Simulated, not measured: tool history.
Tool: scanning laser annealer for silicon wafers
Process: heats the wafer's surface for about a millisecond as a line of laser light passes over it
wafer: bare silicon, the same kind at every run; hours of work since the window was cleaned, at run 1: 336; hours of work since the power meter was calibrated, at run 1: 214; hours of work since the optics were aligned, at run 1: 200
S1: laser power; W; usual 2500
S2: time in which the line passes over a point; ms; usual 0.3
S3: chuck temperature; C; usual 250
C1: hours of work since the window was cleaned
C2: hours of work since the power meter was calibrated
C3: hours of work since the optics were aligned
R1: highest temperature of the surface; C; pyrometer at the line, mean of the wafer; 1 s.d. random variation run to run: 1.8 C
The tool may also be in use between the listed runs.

Run 1, hour 0: usual settings; C1 336; C2 214; C3 200. Result: R1 1008 C.
Run 2, hour 6.4: usual settings; C1 339; C2 218; C3 203. Result: R1 1009 C.
Run 3, hour 11.6: usual settings; C1 342; C2 221; C3 206. Result: R1 1004 C.
At hour 15.1: laser's power meter calibrated.
Run 4, hour 23.8: usual settings; C1 347; C2 5; C3 211. Result: R1 1006 C.
Run 5, hour 32.9: usual settings; C1 352; C2 10; C3 216. Result: R1 1005 C.
Run 6, hour 42.3: usual settings; C1 357; C2 15; C3 221. Result: R1 1007 C.
Run 7, hour 50.8: usual settings but S1 2722 W, S2 0.371 ms; C1 362; C2 20; C3 226. Result: R1 1180 C.
At hour 54.7: laser's power meter calibrated, once more.
Run 8, hour 60: usual settings but S3 235 C; C1 366; C2 3; C3 230. Result: R1 993 C.
Run 9, hour 69.5: usual settings but S1 2178 W, S3 239 C; C1 371; C2 8; C3 235. Result: R1 871 C.
Run 10, hour 76.2: usual settings but S1 2659 W, S3 234 C; C1 374; C2 12; C3 238. Result: R1 1050 C.
Run 11, hour 80.5: usual settings but S1 2502 W; C1 377; C2 14; C3 241. Result: R1 1004 C.

What if the next run were any one of these 5? Each begins from the tool's condition after run 11:
Run A, hour 90: usual settings but S1 2543 W, S3 227 C; C1 382; C2 19; C3 246. Result: R1 ?.
Run B, hour 90: usual settings but S1 2389 W; C1 382; C2 19; C3 246. Result: R1 ?.
Run C, hour 90: usual settings but S1 2158 W, S2 0.345 ms, S3 263 C; C1 382; C2 19; C3 246. Result: R1 ?.
Run D, hour 90: usual settings but S1 2208 W; C1 382; C2 19; C3 246. Result: R1 ?.
Run E, hour 90: usual settings but S1 2502 W, S2 0.277 ms; C1 382; C2 19; C3 246. Result: R1 ?.

run   R1
  A  998
  B  963
  C  932
  D  891
  E  979
What these runs would have given with no unlogged condition in the tool:
run    R1
  A  1028
  B   990
  C   958
  D   916
  E  1007
